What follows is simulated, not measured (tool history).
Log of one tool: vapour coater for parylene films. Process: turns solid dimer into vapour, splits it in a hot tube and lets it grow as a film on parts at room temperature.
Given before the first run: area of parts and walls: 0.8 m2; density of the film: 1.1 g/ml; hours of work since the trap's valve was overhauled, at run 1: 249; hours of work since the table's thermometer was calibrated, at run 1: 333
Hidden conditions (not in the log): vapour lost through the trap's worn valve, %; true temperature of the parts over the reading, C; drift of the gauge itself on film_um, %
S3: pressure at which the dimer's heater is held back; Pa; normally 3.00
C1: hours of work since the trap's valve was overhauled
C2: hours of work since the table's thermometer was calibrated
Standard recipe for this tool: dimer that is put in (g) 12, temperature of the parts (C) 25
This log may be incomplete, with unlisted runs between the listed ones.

{"run": 1, "hour": 0.0, "dimer that is put in (g)": 12, "temperature of the parts (C)": 25, "S3": 3.0, "C1": 249, "C2": 333, "thickness of the film (nm)": 8640}
{"run": 2, "hour": 18.9, "dimer that is put in (g)": 12, "temperature of the parts (C)": 25, "S3": 3.0, "C1": 258, "C2": 342, "thickness of the film (nm)": 8510}
{"run": 3, "hour": 32.8, "dimer that is put in (g)": 12, "temperature of the parts (C)": 25, "S3": 3.0, "C1": 265, "C2": 349, "thickness of the film (nm)": 8450}
{"run": 4, "hour": 58.3, "dimer that is put in (g)": 12, "temperature of the parts (C)": 25, "S3": 3.0, "C1": 277, "C2": 361, "thickness of the film (nm)": 8570}
{"run": 5, "hour": 78.5, "dimer that is put in (g)": 12, "temperature of the parts (C)": 25, "S3": 3.0, "C1": 287, "C2": 371, "thickness of the film (nm)": 8440}
{"run": 6, "hour": 104.3, "dimer that is put in (g)": 12, "temperature of the parts (C)": 25, "S3": 3.0, "C1": 300, "C2": 383, "thickness of the film (nm)": 8350}
{"run": 7, "hour": 132.5, "dimer that is put in (g)": 12, "temperature of the parts (C)": 25, "S3": 3.0, "C1": 313, "C2": 397, "thickness of the film (nm)": 8390}
{"run": 8, "hour": 160.5, "dimer that is put in (g)": 12, "temperature of the parts (C)": 25, "S3": 3.0, "C1": 327, "C2": 410, "thickness of the film (nm)": 8270}
{"run": 9, "hour": 181.7, "dimer that is put in (g)": 12, "temperature of the parts (C)": 25, "S3": 3.0, "C1": 337, "C2": 420, "thickness of the film (nm)": 8240}
{"run": 10, "hour": 208.7, "dimer that is put in (g)": 12, "temperature of the parts (C)": 25, "S3": 3.0, "C1": 350, "C2": 433, "thickness of the film (nm)": 8370}
{"run": 11, "hour": 234.5, "dimer that is put in (g)": 12, "temperature of the parts (C)": 25, "S3": 3.0, "C1": 362, "C2": 446, "thickness of the film (nm)": 8330}
{"run": 12, "hour": 265.2, "dimer that is put in (g)": 12, "temperature of the parts (C)": 25, "S3": 3.0, "C1": 377, "C2": 461, "thickness of the film (nm)": 8240}
{"run": 13, "hour": 289.9, "dimer that is put in (g)": 12, "temperature of the parts (C)": 25, "S3": 3.0, "C1": 389, "C2": 472, "thickness of the film (nm)": 8390}
{"hour": 304.3, "done": "trap's valve overhauled"}
{"run": 14, "hour": 312.9, "dimer that is put in (g)": 12, "temperature of the parts (C)": 25, "S3": 3.0, "C1": 4, "C2": 482, "thickness of the film (nm)": 9030}
{"run": 15, "hour": 334.8, "dimer that is put in (g)": 16, "temperature of the parts (C)": 29, "S3": 4.57, "C1": 15, "C2": 492, "thickness of the film (nm)": 9320}
{"run": 16, "hour": 357.7, "dimer that is put in (g)": 16, "temperature of the parts (C)": 29, "S3": 4.57, "C1": 26, "C2": 503, "thickness of the film (nm)": 9200}
{"run": 17, "hour": 380.0, "dimer that is put in (g)": 7, "temperature of the parts (C)": 29, "S3": 5.0, "C1": 36, "C2": 514, "thickness of the film (nm)": 4000}
{"run": 18, "hour": 412.2, "dimer that is put in (g)": 10, "temperature of the parts (C)": 25, "S3": 11.09, "C1": 52, "C2": 530, "thickness of the film (nm)": 5980}
{"run": 19, "hour": 442.3, "dimer that is put in (g)": 20, "temperature of the parts (C)": 22, "S3": 7.01, "C1": 67, "C2": 544, "thickness of the film (nm)": 14660}
{"run": 20, "hour": 461.6, "dimer that is put in (g)": 20, "temperature of the parts (C)": 27, "S3": 7.58, "C1": 76, "C2": 553, "thickness of the film (nm)": 11600}
{"run": 21, "hour": 483.0, "dimer that is put in (g)": 20, "temperature of the parts (C)": 27, "S3": 10.53, "C1": 86, "C2": 564, "thickness of the film (nm)": 10890}
{"run": 22, "hour": 498.7, "dimer that is put in (g)": 8, "temperature of the parts (C)": 24, "S3": 3.0, "C1": 94, "C2": 571, "thickness of the film (nm)": 6130}
{"run": 23, "hour": 517.2, "dimer that is put in (g)": 8, "temperature of the parts (C)": 24, "S3": 3.0, "C1": 103, "C2": 580, "thickness of the film (nm)": 6150}
{"run": 24, "hour": 535.4, "dimer that is put in (g)": 19, "temperature of the parts (C)": 25, "S3": 11.25, "C1": 111, "C2": 589, "thickness of the film (nm)": 11210}

Run 25 is up next; what results do you expect?
{"run": 25, "hour": 567.4, "dimer that is put in (g)": 19, "temperature of the parts (C)": 21, "S3": 3.96, "C1": 127, "C2": 604, "thickness of the film (nm)": "?"}

Run 25 produced thickness of the film (nm) 16040.
With the hidden condition absent and the run-to-run variation left alone, this run would have shown thickness of the film (nm) 16380.

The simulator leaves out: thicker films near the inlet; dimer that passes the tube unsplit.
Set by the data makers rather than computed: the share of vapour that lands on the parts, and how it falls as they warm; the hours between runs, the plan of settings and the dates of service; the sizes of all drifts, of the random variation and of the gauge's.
